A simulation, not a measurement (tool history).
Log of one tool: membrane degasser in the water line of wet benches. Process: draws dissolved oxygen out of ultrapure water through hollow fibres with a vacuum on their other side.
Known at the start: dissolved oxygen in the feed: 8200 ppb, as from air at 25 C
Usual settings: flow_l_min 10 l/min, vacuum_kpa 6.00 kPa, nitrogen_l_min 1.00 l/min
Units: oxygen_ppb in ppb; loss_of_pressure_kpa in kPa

| run | day | flow_l_min | vacuum_kpa | nitrogen_l_min | oxygen_ppb | loss_of_pressure_kpa |
|---|---|---|---|---|---|---|
| 1 | 0.000 | 10 | 6.00 | 1.00 | 99.7 | 34.86 |
| 2 | 10.546 | 10 | 6.00 | 1.00 | 99.3 | 34.47 |
| 3 | 20.129 | 10 | 6.00 | 1.00 | 98.4 | 34.84 |
| 4 | 29.204 | 10 | 6.00 | 1.00 | 98.8 | 34.98 |
| 5 | 41.562 | 10 | 6.00 | 1.00 | 97.0 | 34.52 |
| 6 | 52.583 | 10 | 6.00 | 1.00 | 98.8 | 34.22 |
| 7 | 65.208 | 10 | 6.00 | 1.00 | 98.5 | 34.77 |
| 8 | 78.438 | 9 | 6.00 | 1.00 | 79.6 | 31.00 |
| 9 | 88.846 | 9 | 6.00 | 1.00 | 78.3 | 31.17 |
| 10 | 98.412 | 9 | 6.00 | 2.63 | 43.2 | 31.20 |
| 11 | 105.512 | 9 | 6.00 | 2.63 | 43.9 | 30.93 |
| 12 | 115.725 | 9 | 6.00 | 2.63 | 43.2 | 31.19 |
| 13 | 121.696 | 9 | 6.00 | 2.63 | 43.8 | 30.82 |
| 14 | 128.996 | 9 | 6.00 | 2.63 | 43.4 | 31.04 |
| 15 | 134.388 | 10 | 6.00 | 1.00 | 97.5 | 34.74 |
| 16 | 144.225 | 10 | 6.00 | 1.00 | 97.3 | 34.51 |
|  | 148.679 | membrane cartridge changed |
|  | 153.392 | vacuum gauge calibrated |
| 17 | 156.750 | 10 | 6.00 | 1.00 | 96.8 | 34.10 |
| 18 | 168.229 | 14 | 3.75 | 1.74 | 129.0 | 47.83 |
| 19 | 178.812 | 14 | 3.75 | 1.74 | 127.0 | 47.89 |
| 20 | 189.229 | 14 | 3.75 | 1.74 | 127.4 | 47.73 |
| 21 | 199.600 | 16 | 4.22 | 0.70 | 226.8 | 54.76 |
| 22 | 208.625 | 16 | 4.22 | 0.70 | 225.3 | 54.69 |
| 23 | 216.008 | 7 | 14.90 | 2.53 | 83.8 | 24.03 |
| 24 | 229.175 | 9 | 6.61 | 1.00 | 91.3 | 30.86 |
|  | 238.825 | seals of the vacuum lines changed |
| 25 | 238.825 | 9 | 6.61 | 1.00 | 92.4 | 30.60 |
| 26 | 245.308 | 12 | 6.00 | 0.69 | 172.7 | 40.81 |
| 27 | 254.004 | 10 | 7.92 | 0.68 | 191.9 | 34.10 |
| 28 | 265.650 | 14 | 7.37 | 1.39 | 213.3 | 47.29 |
| 29 | 274.550 | 14 | 7.37 | 1.39 | 209.5 | 47.45 |
| 30 | 284.971 | 10 | 3.83 | 1.99 | 40.2 | 33.94 |
| 31 | 294.575 | 9 | 5.41 | 0.41 | 128.2 | 30.47 |
| 32 | 305.058 | 9 | 5.41 | 0.41 | 128.0 | 30.57 |

3 ways to go on from here, each from the tool as it stands after run 32. What would each give?
| A | 311.004 | 10 | 4.22 | 1.32 | ? | ? |
| B | 311.004 | 13 | 6.00 | 1.00 | ? | ? |
| C | 311.004 | 8 | 9.37 | 1.10 | ? | ? |

| run | oxygen_ppb | loss_of_pressure_kpa |
|---|---|---|
| A | 51.0 | 33.87 |
| B | 173.8 | 43.70 |
| C | 118.2 | 27.26 |
Without the tool's hidden state the same runs would have given:
| run | oxygen_ppb | loss_of_pressure_kpa |
|---|---|---|
| A | 50.9 | 34.75 |
| B | 173.6 | 44.84 |
| C | 118.1 | 27.96 |
